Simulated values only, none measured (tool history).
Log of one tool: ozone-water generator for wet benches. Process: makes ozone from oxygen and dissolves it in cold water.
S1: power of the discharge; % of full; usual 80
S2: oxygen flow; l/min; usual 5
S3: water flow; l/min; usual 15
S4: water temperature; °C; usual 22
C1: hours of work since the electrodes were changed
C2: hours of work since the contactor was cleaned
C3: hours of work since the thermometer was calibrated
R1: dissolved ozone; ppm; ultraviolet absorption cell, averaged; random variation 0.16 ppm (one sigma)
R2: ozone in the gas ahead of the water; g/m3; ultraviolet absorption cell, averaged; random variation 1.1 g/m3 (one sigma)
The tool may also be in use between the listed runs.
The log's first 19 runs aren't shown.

Run 20, hour 527.1: usual settings but S1 59 % of full, S3 21 l/min, S4 20 °C; C1 568; C2 5924; C3 128. Result: R1 13 ppm, R2 165.8 g/m3.
Run 21, hour 549.3: usual settings but S1 77 % of full; C1 584; C2 5940; C3 144. Result: R1 19.7 ppm, R2 197.3 g/m3.
Run 22, hour 575.1: usual settings but S1 77 % of full; C1 602; C2 5958; C3 162. Result: R1 19.7 ppm, R2 196.2 g/m3.
Run 23, hour 596.9: usual settings but S1 58 % of full, S4 17 °C; C1 618; C2 5974; C3 178. Result: R1 17.8 ppm, R2 162.9 g/m3.
Run 24, hour 616.6: usual settings but S1 58 % of full, S4 17 °C; C1 632; C2 5988; C3 192. Result: R1 17.5 ppm, R2 165.2 g/m3.
Run 25, hour 640: usual settings but S1 63 % of full, S2 3.57 l/min, S3 13 l/min, S4 17 °C; C1 648; C2 6004; C3 209. Result: R1 20.6 ppm, R2 201.8 g/m3.
Run 26, hour 674.1: usual settings but S1 78 % of full, S2 8.18 l/min; C1 673; C2 6029; C3 233. Result: R1 19.5 ppm, R2 156 g/m3.
Run 27, hour 701.1: usual settings but S1 95 % of full, S2 3.17 l/min, S3 20 l/min, S4 27 °C; C1 692; C2 6048; C3 253. Result: R1 15.6 ppm, R2 275 g/m3.
Run 28, hour 730.2: usual settings but S1 51 % of full, S2 8.89 l/min, S3 16 l/min, S4 25 °C; C1 713; C2 6069; C3 273. Result: R1 13.2 ppm, R2 116.6 g/m3.
Run 29, hour 751.7: usual settings but S1 51 % of full, S2 8.89 l/min, S3 22 l/min, S4 20 °C; C1 728; C2 6084; C3 289. Result: R1 11.5 ppm, R2 116 g/m3.
Run 30, hour 769.2: usual settings but S1 43 % of full, S2 7.98 l/min, S3 12 l/min, S4 15 °C; C1 741; C2 6097; C3 301. Result: R1 17.9 ppm, R2 109.2 g/m3.
Run 31, hour 789.5: usual settings but S1 47 % of full, S2 8.98 l/min, S3 11 l/min, S4 15 °C; C1 755; C2 6111; C3 316. Result: R1 19.5 ppm, R2 109.2 g/m3.
Run 32, hour 807.1: usual settings but S1 47 % of full, S2 8.98 l/min, S3 11 l/min, S4 15 °C; C1 768; C2 6124; C3 328. Result: R1 19.4 ppm, R2 109.7 g/m3.

3 ways to go on from here, each from the tool as it stands after run 32. What would each give?
Run A, hour 839.4: usual settings but S1 47 % of full, S2 8.98 l/min, S3 10 l/min, S4 19 °C; C1 791; C2 6147; C3 351. Result: R1 ?, R2 ?.
Run B, hour 839.4: usual settings but S1 75 % of full, S2 8.98 l/min, S3 13 l/min, S4 30 °C; C1 791; C2 6147; C3 351. Result: R1 ?, R2 ?.
Run C, hour 839.4: usual settings but S1 62 % of full, S2 5.17 l/min, S3 10 l/min; C1 791; C2 6147; C3 351. Result: R1 ?, R2 ?.

run    R1     R2
  A  18.6  109.9
  B  16.5  146.4
  C  22.9  168.9
Without the tool's hidden state the same runs would have given:
run    R1     R2
  A  19.5  111.5
  B  17.5  149.4
  C  24.1  171.9
